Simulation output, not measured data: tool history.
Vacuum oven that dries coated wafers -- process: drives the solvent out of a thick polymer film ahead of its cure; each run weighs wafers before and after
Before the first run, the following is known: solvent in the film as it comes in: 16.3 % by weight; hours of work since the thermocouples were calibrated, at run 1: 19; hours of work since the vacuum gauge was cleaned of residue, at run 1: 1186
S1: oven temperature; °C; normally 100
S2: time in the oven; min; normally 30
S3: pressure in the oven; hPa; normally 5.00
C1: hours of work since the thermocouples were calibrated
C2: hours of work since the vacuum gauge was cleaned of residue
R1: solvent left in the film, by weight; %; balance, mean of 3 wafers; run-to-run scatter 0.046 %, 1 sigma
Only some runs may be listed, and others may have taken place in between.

{"run": 1, "hour": 0.0, "S1": 100, "S2": 30, "S3": 5.0, "C1": 19, "C2": 1186, "R1": 3.0}
{"run": 2, "hour": 61.2, "S1": 100, "S2": 30, "S3": 5.0, "C1": 48, "C2": 1215, "R1": 3.1}
{"run": 3, "hour": 102.1, "S1": 100, "S2": 30, "S3": 5.0, "C1": 68, "C2": 1235, "R1": 3.18}
{"run": 4, "hour": 148.3, "S1": 100, "S2": 26, "S3": 5.0, "C1": 90, "C2": 1257, "R1": 3.84}
{"run": 5, "hour": 206.4, "S1": 100, "S2": 26, "S3": 5.0, "C1": 118, "C2": 1285, "R1": 3.81}
{"run": 6, "hour": 247.1, "S1": 100, "S2": 30, "S3": 5.0, "C1": 138, "C2": 1305, "R1": 3.2}
{"run": 7, "hour": 305.4, "S1": 100, "S2": 30, "S3": 5.0, "C1": 166, "C2": 1333, "R1": 3.16}
{"run": 8, "hour": 365.6, "S1": 100, "S2": 22, "S3": 5.0, "C1": 195, "C2": 1362, "R1": 4.58}
{"run": 9, "hour": 410.3, "S1": 100, "S2": 20, "S3": 5.0, "C1": 216, "C2": 1383, "R1": 5.18}
{"run": 10, "hour": 454.9, "S1": 100, "S2": 31, "S3": 5.0, "C1": 238, "C2": 1405, "R1": 2.97}
{"run": 11, "hour": 487.6, "S1": 100, "S2": 31, "S3": 5.0, "C1": 254, "C2": 1421, "R1": 3.06}
{"run": 12, "hour": 553.9, "S1": 100, "S2": 31, "S3": 5.0, "C1": 285, "C2": 1453, "R1": 3.14}
{"run": 13, "hour": 603.0, "S1": 100, "S2": 30, "S3": 13.7, "C1": 309, "C2": 1476, "R1": 3.38}
{"run": 14, "hour": 664.6, "S1": 100, "S2": 30, "S3": 5.0, "C1": 339, "C2": 1506, "R1": 3.24}
{"run": 15, "hour": 731.9, "S1": 100, "S2": 30, "S3": 5.0, "C1": 371, "C2": 1538, "R1": 3.22}
{"run": 16, "hour": 763.6, "S1": 100, "S2": 34, "S3": 5.0, "C1": 386, "C2": 1553, "R1": 2.79}
{"run": 17, "hour": 813.4, "S1": 100, "S2": 34, "S3": 5.0, "C1": 410, "C2": 1577, "R1": 2.83}
{"run": 18, "hour": 881.2, "S1": 106, "S2": 34, "S3": 5.0, "C1": 443, "C2": 1610, "R1": 1.34}
{"run": 19, "hour": 935.3, "S1": 106, "S2": 34, "S3": 5.0, "C1": 469, "C2": 1636, "R1": 1.35}
{"run": 20, "hour": 982.4, "S1": 106, "S2": 34, "S3": 5.0, "C1": 492, "C2": 1659, "R1": 1.34}
{"run": 21, "hour": 1024.5, "S1": 106, "S2": 34, "S3": 5.0, "C1": 512, "C2": 1679, "R1": 1.39}
{"run": 22, "hour": 1059.5, "S1": 100, "S2": 30, "S3": 5.0, "C1": 529, "C2": 1696, "R1": 3.32}
{"run": 23, "hour": 1113.7, "S1": 106, "S2": 30, "S3": 5.0, "C1": 555, "C2": 1722, "R1": 1.74}
{"run": 24, "hour": 1160.2, "S1": 100, "S2": 30, "S3": 15.96, "C1": 577, "C2": 1744, "R1": 3.57}
{"run": 25, "hour": 1195.0, "S1": 89, "S2": 44, "S3": 5.0, "C1": 594, "C2": 1761, "R1": 5.17}
{"run": 26, "hour": 1260.4, "S1": 100, "S2": 30, "S3": 16.44, "C1": 626, "C2": 1793, "R1": 3.57}
{"run": 27, "hour": 1295.7, "S1": 100, "S2": 30, "S3": 16.44, "C1": 643, "C2": 1810, "R1": 3.64}
{"run": 28, "hour": 1359.4, "S1": 100, "S2": 20, "S3": 5.0, "C1": 673, "C2": 1840, "R1": 5.3}
{"run": 29, "hour": 1432.3, "S1": 89, "S2": 52, "S3": 6.71, "C1": 708, "C2": 1875, "R1": 4.44}
{"run": 30, "hour": 1484.4, "S1": 89, "S2": 52, "S3": 6.71, "C1": 733, "C2": 1901, "R1": 4.43}
{"run": 31, "hour": 1553.7, "S1": 89, "S2": 52, "S3": 6.71, "C1": 767, "C2": 1934, "R1": 4.42}
{"run": 32, "hour": 1600.3, "S1": 104, "S2": 42, "S3": 5.33, "C1": 789, "C2": 1956, "R1": 1.29}
{"run": 33, "hour": 1668.1, "S1": 104, "S2": 42, "S3": 7.44, "C1": 822, "C2": 1989, "R1": 1.27}
{"run": 34, "hour": 1742.3, "S1": 98, "S2": 30, "S3": 3.5, "C1": 858, "C2": 2025, "R1": 4.1}
{"run": 35, "hour": 1780.5, "S1": 103, "S2": 30, "S3": 5.0, "C1": 876, "C2": 2043, "R1": 2.71}
{"run": 36, "hour": 1841.5, "S1": 101, "S2": 30, "S3": 3.07, "C1": 905, "C2": 2072, "R1": 3.14}
{"run": 37, "hour": 1904.1, "S1": 101, "S2": 30, "S3": 3.07, "C1": 935, "C2": 2103, "R1": 3.27}
{"run": 38, "hour": 1944.1, "S1": 101, "S2": 30, "S3": 3.07, "C1": 955, "C2": 2122, "R1": 3.23}
{"run": 39, "hour": 2011.7, "S1": 90, "S2": 54, "S3": 8.11, "C1": 987, "C2": 2154, "R1": 4.08}
{"run": 40, "hour": 2052.5, "S1": 100, "S2": 17, "S3": 5.0, "C1": 1007, "C2": 2174, "R1": 6.33}
{"hour": 2066.5, "done": "oven's thermocouples calibrated"}
{"run": 41, "hour": 2113.1, "S1": 102, "S2": 21, "S3": 8.54, "C1": 22, "C2": 2202, "R1": 4.17}
{"run": 42, "hour": 2160.3, "S1": 88, "S2": 20, "S3": 5.28, "C1": 45, "C2": 2225, "R1": 8.69}
{"run": 43, "hour": 2227.6, "S1": 109, "S2": 50, "S3": 3.65, "C1": 78, "C2": 2257, "R1": 0.31}
{"run": 44, "hour": 2276.5, "S1": 109, "S2": 50, "S3": 3.65, "C1": 101, "C2": 2281, "R1": 0.2}
{"run": 45, "hour": 2310.9, "S1": 109, "S2": 50, "S3": 3.65, "C1": 118, "C2": 2297, "R1": 0.27}
{"run": 46, "hour": 2370.7, "S1": 109, "S2": 50, "S3": 3.65, "C1": 146, "C2": 2326, "R1": 0.35}
{"run": 47, "hour": 2442.9, "S1": 109, "S2": 52, "S3": 3.65, "C1": 181, "C2": 2361, "R1": 0.28}
{"run": 48, "hour": 2501.3, "S1": 109, "S2": 52, "S3": 3.65, "C1": 209, "C2": 2389, "R1": 0.28}

Hidden state or all else? Some run-to-run changes of R1, split into what the settings, what came in and random variation would give without the hidden state, and what is left for the hidden state (with any gauge scatter that isn't in both results):
Hidden conditions of the tool in this case: true wafer temperature over the reading, C; true pressure over the reading, kPa; drift of the gauge itself on solvent_pct, %.
Run 31 -> 32: S1 89 -> 104, S2 52 -> 42, S3 6.71 -> 5.33. R1 -3.13 %: hidden state -0.18, all else -2.95.
Run 33 -> 34: S1 104 -> 98, S2 42 -> 30, S3 7.44 -> 3.50. R1 +2.83 %: hidden state +0.17, all else +2.66.
Run 40 -> 41: S1 100 -> 102, S2 17 -> 21, S3 5.00 -> 8.54, oven's thermocouples calibrated. R1 -2.16 %: hidden state -0.49, all else -1.67.
Run 41 -> 42: S1 102 -> 88, S2 21 -> 20, S3 8.54 -> 5.28. R1 +4.52 %: hidden state +0.02, all else +4.50.
Run 42 -> 43: S1 88 -> 109, S2 20 -> 50, S3 5.28 -> 3.65. R1 -8.38 %: hidden state +0.05, all else -8.43.
